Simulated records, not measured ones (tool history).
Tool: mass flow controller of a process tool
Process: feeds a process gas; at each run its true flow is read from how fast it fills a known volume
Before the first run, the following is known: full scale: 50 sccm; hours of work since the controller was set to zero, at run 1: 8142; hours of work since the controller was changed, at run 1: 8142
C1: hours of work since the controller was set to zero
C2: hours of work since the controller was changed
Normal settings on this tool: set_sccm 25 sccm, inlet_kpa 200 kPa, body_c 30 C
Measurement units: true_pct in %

run 1 day=0.000 | set_sccm=25 inlet_kpa=200 body_c=30 | C1=8142 C2=8142 | true_pct=99.38
run 2 day=12.892 | set_sccm=25 inlet_kpa=200 body_c=30 | C1=8316 C2=8316 | true_pct=99.51
run 3 day=25.192 | set_sccm=25 inlet_kpa=200 body_c=30 | C1=8481 C2=8481 | true_pct=99.44
-- day=36.200 controller's zero set anew
run 4 day=38.304 | set_sccm=25 inlet_kpa=200 body_c=30 | C1=28 C2=8658 | true_pct=97.46
run 5 day=51.050 | set_sccm=25 inlet_kpa=200 body_c=30 | C1=200 C2=8829 | true_pct=97.36
run 6 day=64.742 | set_sccm=25 inlet_kpa=200 body_c=33 | C1=384 C2=9013 | true_pct=97.28
run 7 day=77.567 | set_sccm=25 inlet_kpa=200 body_c=30 | C1=557 C2=9186 | true_pct=97.55
run 8 day=92.354 | set_sccm=25 inlet_kpa=200 body_c=30 | C1=756 C2=9385 | true_pct=97.63
run 9 day=101.358 | set_sccm=25 inlet_kpa=200 body_c=38 | C1=877 C2=9506 | true_pct=97.17
run 10 day=117.242 | set_sccm=25 inlet_kpa=200 body_c=38 | C1=1091 C2=9720 | true_pct=97.31
-- day=126.758 controller's zero set anew, once more
run 11 day=135.471 | set_sccm=25 inlet_kpa=200 body_c=38 | C1=117 C2=9965 | true_pct=102.51
run 12 day=144.346 | set_sccm=25 inlet_kpa=200 body_c=38 | C1=237 C2=10084 | true_pct=102.72
run 13 day=154.971 | set_sccm=25 inlet_kpa=200 body_c=22 | C1=380 C2=10227 | true_pct=103.46
run 14 day=172.146 | set_sccm=25 inlet_kpa=200 body_c=22 | C1=611 C2=10458 | true_pct=103.32
run 15 day=191.071 | set_sccm=25 inlet_kpa=200 body_c=30 | C1=865 C2=10713 | true_pct=103.03
-- day=199.512 controller exchanged for a calibrated one
run 16 day=206.696 | set_sccm=28 inlet_kpa=266 body_c=30 | C1=97 C2=97 | true_pct=98.35
run 17 day=225.192 | set_sccm=12 inlet_kpa=200 body_c=34 | C1=346 C2=346 | true_pct=97.60
run 18 day=236.758 | set_sccm=12 inlet_kpa=177 body_c=34 | C1=501 C2=501 | true_pct=97.53
run 19 day=251.529 | set_sccm=23 inlet_kpa=200 body_c=25 | C1=700 C2=700 | true_pct=98.60
run 20 day=264.604 | set_sccm=25 inlet_kpa=196 body_c=25 | C1=876 C2=876 | true_pct=98.76
run 21 day=278.758 | set_sccm=25 inlet_kpa=196 body_c=25 | C1=1066 C2=1066 | true_pct=98.76
run 22 day=288.108 | set_sccm=25 inlet_kpa=175 body_c=36 | C1=1192 C2=1192 | true_pct=98.44
run 23 day=298.567 | set_sccm=25 inlet_kpa=175 body_c=36 | C1=1333 C2=1333 | true_pct=98.42
run 24 day=308.271 | set_sccm=25 inlet_kpa=175 body_c=36 | C1=1464 C2=1464 | true_pct=98.41
run 25 day=320.917 | set_sccm=24 inlet_kpa=239 body_c=25 | C1=1634 C2=1634 | true_pct=98.56
run 26 day=333.108 | set_sccm=24 inlet_kpa=239 body_c=25 | C1=1798 C2=1798 | true_pct=98.69
run 27 day=347.146 | set_sccm=6 inlet_kpa=226 body_c=30 | C1=1987 C2=1987 | true_pct=95.53
run 28 day=362.933 | set_sccm=6 inlet_kpa=226 body_c=30 | C1=2199 C2=2199 | true_pct=95.34
run 29 day=376.367 | set_sccm=42 inlet_kpa=264 body_c=33 | C1=2380 C2=2380 | true_pct=99.42
run 30 day=387.392 | set_sccm=12 inlet_kpa=207 body_c=33 | C1=2528 C2=2528 | true_pct=97.04

Branching from run 30: 4 alternative next runs. What would each branch give?
run A day=400.104 | set_sccm=25 inlet_kpa=200 body_c=26 | C1=2699 C2=2699 | true_pct=?
run B day=400.104 | set_sccm=22 inlet_kpa=260 body_c=33 | C1=2699 C2=2699 | true_pct=?
run C day=400.104 | set_sccm=6 inlet_kpa=200 body_c=30 | C1=2699 C2=2699 | true_pct=?
run D day=400.104 | set_sccm=12 inlet_kpa=207 body_c=35 | C1=2699 C2=2699 | true_pct=?

run=A true_pct=98.98
run=B true_pct=98.34
run=C true_pct=95.04
run=D true_pct=96.97
Had the tool no hidden state, the same runs would have come out as:
run=A true_pct=98.97
run=B true_pct=98.46
run=C true_pct=97.96
run=D true_pct=97.97

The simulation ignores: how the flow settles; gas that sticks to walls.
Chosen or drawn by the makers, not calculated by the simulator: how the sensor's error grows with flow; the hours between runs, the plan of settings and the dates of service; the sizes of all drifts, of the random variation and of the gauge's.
